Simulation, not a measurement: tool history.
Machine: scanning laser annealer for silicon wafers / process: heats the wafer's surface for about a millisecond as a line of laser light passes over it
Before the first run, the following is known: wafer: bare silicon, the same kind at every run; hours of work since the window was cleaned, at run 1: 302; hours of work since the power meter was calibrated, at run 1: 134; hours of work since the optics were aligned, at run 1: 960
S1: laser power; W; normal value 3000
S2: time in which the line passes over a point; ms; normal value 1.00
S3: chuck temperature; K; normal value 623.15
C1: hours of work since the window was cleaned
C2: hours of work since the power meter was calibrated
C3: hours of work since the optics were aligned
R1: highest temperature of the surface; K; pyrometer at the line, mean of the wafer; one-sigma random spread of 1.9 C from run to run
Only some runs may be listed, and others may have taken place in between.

run 1 hour=0.0 | S1=3000 S2=1.00 S3=623.15 | C1=302 C2=134 C3=960 | R1=1431.15
run 2 hour=9.1 | S1=3000 S2=1.00 S3=623.15 | C1=306 C2=137 C3=964 | R1=1433.15
run 3 hour=15.7 | S1=3000 S2=1.00 S3=623.15 | C1=309 C2=140 C3=966 | R1=1432.15
run 4 hour=24.7 | S1=3000 S2=1.00 S3=623.15 | C1=313 C2=144 C3=970 | R1=1429.15
run 5 hour=35.7 | S1=3000 S2=1.00 S3=623.15 | C1=317 C2=148 C3=975 | R1=1431.15
run 6 hour=43.4 | S1=2771 S2=1.00 S3=623.15 | C1=320 C2=152 C3=978 | R1=1360.15
run 7 hour=50.6 | S1=3000 S2=1.00 S3=598.15 | C1=323 C2=155 C3=981 | R1=1403.15
run 8 hour=62.1 | S1=3000 S2=1.00 S3=598.15 | C1=328 C2=159 C3=986 | R1=1404.15
run 9 hour=70.2 | S1=3000 S2=1.00 S3=598.15 | C1=332 C2=163 C3=989 | R1=1401.15
run 10 hour=78.3 | S1=3000 S2=1.00 S3=598.15 | C1=335 C2=166 C3=992 | R1=1403.15
run 11 hour=87.1 | S1=3000 S2=1.00 S3=623.15 | C1=338 C2=170 C3=996 | R1=1429.15
-- hour=92.8 optics aligned, line set to its width
run 12 hour=103.6 | S1=3000 S2=1.00 S3=631.15 | C1=343 C2=174 C3=4 | R1=1431.15
run 13 hour=111.6 | S1=3267 S2=1.00 S3=623.15 | C1=347 C2=178 C3=8 | R1=1507.15
run 14 hour=118.3 | S1=3000 S2=1.00 S3=604.15 | C1=349 C2=180 C3=11 | R1=1409.15
run 15 hour=130.2 | S1=2702 S2=1.00 S3=604.15 | C1=354 C2=185 C3=15 | R1=1313.15
run 16 hour=139.1 | S1=2639 S2=1.04 S3=633.15 | C1=358 C2=189 C3=19 | R1=1336.15
run 17 hour=149.9 | S1=3103 S2=0.89 S3=632.15 | C1=362 C2=194 C3=24 | R1=1413.15
-- hour=157.8 optics aligned, line set to its width, once more
run 18 hour=165.5 | S1=3000 S2=1.16 S3=623.15 | C1=367 C2=198 C3=3 | R1=1505.15
run 19 hour=170.9 | S1=2571 S2=0.77 S3=586.15 | C1=369 C2=200 C3=5 | R1=1175.15
run 20 hour=180.7 | S1=3039 S2=0.71 S3=623.15 | C1=373 C2=204 C3=9 | R1=1303.15
run 21 hour=190.4 | S1=2857 S2=1.20 S3=620.15 | C1=377 C2=208 C3=13 | R1=1467.15
run 22 hour=198.2 | S1=3225 S2=1.09 S3=643.15 | C1=380 C2=211 C3=17 | R1=1565.15
run 23 hour=204.2 | S1=2995 S2=0.89 S3=647.15 | C1=383 C2=214 C3=19 | R1=1405.15
run 24 hour=212.7 | S1=2995 S2=0.89 S3=647.15 | C1=386 C2=217 C3=23 | R1=1407.15
run 25 hour=222.1 | S1=2802 S2=0.91 S3=597.15 | C1=390 C2=221 C3=27 | R1=1305.15
run 26 hour=232.1 | S1=3151 S2=1.02 S3=597.15 | C1=394 C2=225 C3=31 | R1=1464.15
run 27 hour=239.7 | S1=3151 S2=1.02 S3=597.15 | C1=397 C2=229 C3=34 | R1=1464.15
run 28 hour=248.3 | S1=3151 S2=1.02 S3=597.15 | C1=401 C2=232 C3=37 | R1=1459.15

Forecast each of these 3 alternatives for the next run:
run A hour=257.1 | S1=2828 S2=0.92 S3=645.15 | C1=405 C2=236 C3=41 | R1=?
run B hour=257.1 | S1=3168 S2=0.73 S3=587.15 | C1=405 C2=236 C3=41 | R1=?
run C hour=257.1 | S1=3159 S2=1.15 S3=634.15 | C1=405 C2=236 C3=41 | R1=?

run=A R1=1364.15
run=B R1=1314.15
run=C R1=1561.15
Take away the tool's hidden state, keep each run's random variation, and the runs would have read:
run=A R1=1398.15
run=B R1=1348.15
run=C R1=1605.15
